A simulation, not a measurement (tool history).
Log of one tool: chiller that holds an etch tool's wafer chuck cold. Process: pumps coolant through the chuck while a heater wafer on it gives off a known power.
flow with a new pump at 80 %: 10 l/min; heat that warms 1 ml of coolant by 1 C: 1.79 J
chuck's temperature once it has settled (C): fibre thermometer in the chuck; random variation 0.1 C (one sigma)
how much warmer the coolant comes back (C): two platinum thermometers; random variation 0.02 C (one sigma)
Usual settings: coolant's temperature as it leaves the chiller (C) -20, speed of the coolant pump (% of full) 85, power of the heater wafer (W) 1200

run    hour  coolant's temperature as it leaves the chiller (C)  speed of the coolant pump (% of full)  power of the heater wafer (W)  chuck's temperature once it has settled (C)  how much warmer the coolant comes back (C)
  1     0.0                                                 -20                                     85                           1200                                        -11.1                                        3.75
  2    36.9                                                 -12                                     85                           1200                                         -3.2                                        3.75
  3    70.5                                                 -20                                     85                           1200                                        -11.2                                        3.81
  4   125.0                                                 -20                                     85                           1200                                        -11.0                                        3.78
  5   159.0                                                 -20                                     85                           1200                                        -11.1                                        3.74
  6   187.9                                                 -20                                     85                           1200                                        -11.0                                        3.78
  7   219.1                                                 -20                                     85                           1200                                        -11.3                                        3.74
  8   272.8                                                 -20                                     85                           1200                                        -10.9                                        3.71
  9   337.4                                                 -20                                     85                           1200                                        -11.1                                        3.74
      377.3  -- chiller's thermometer calibrated
 10   399.2                                                 -20                                     85                           1200                                        -11.1                                        3.73
 11   438.5                                                 -20                                     85                           1200                                        -11.1                                        3.70
 12   493.9                                                 -20                                     85                            614                                        -15.3                                        1.87
 13   531.1                                                 -20                                     85                            614                                        -15.3                                        1.86
 14   571.9                                                 -20                                     74                           1200                                        -10.0                                        4.36
 15   612.6                                                 -20                                     74                           1200                                        -10.0                                        4.38
 16   641.6                                                 -20                                     74                           1200                                        -10.1                                        4.34
 17   671.6                                                 -14                                     98                            939                                         -7.7                                        2.47
 18   723.1                                                 -20                                     83                           1021                                        -12.3                                        3.22
 19   785.3                                                 -20                                     83                           1021                                        -12.1                                        3.22
 20   837.9                                                 -14                                     64                            759                                         -7.1                                        3.18
 21   871.6                                                 -24                                     93                           1106                                        -16.3                                        3.07
 22   897.6                                                 -11                                     71                           1734                                          3.8                                        6.53
 23   930.6                                                 -11                                     71                           1734                                          3.8                                        6.59
 24   958.1                                                 -20                                     71                           1368                                         -8.3                                        5.15
 25   998.7                                                 -20                                     71                           1368                                         -8.4                                        5.13
 26  1026.2                                                 -20                                     71                           1368                                         -8.1                                        5.11
 27  1087.9                                                 -26                                     64                           1200                                        -15.0                                        5.03
     1113.8  -- coolant changed, channels flushed
 28  1155.3                                                 -26                                     64                           1200                                        -14.8                                        5.04
 29  1189.2                                                 -29                                     85                           1200                                        -20.2                                        3.61
 30  1253.9                                                 -20                                     96                           1200                                        -11.8                                        3.11
 31  1313.1                                                 -21                                     80                           1200                                        -11.6                                        3.91

4 ways to go on from here, each from the tool as it stands after run 31. What would each give?
  A  1339.7                                                 -20                                     85                            839                                            ?                                           ?
  B  1339.7                                                 -20                                     85                           1323                                            ?                                           ?
  C  1339.7                                                 -12                                     85                           1200                                            ?                                           ?
  D  1339.7                                                 -12                                     72                           1324                                            ?                                           ?

run  chuck's temperature once it has settled (C)  how much warmer the coolant comes back (C)
  A                                        -13.7                                        2.50
  B                                        -10.2                                        4.01
  C                                         -3.0                                        3.62
  D                                         -0.8                                        4.87
Without the tool's hidden state the same runs would have given:
run  chuck's temperature once it has settled (C)  how much warmer the coolant comes back (C)
  A                                        -13.7                                        2.65
  B                                        -10.2                                        4.15
  C                                         -3.1                                        3.77
  D                                         -0.8                                        5.01
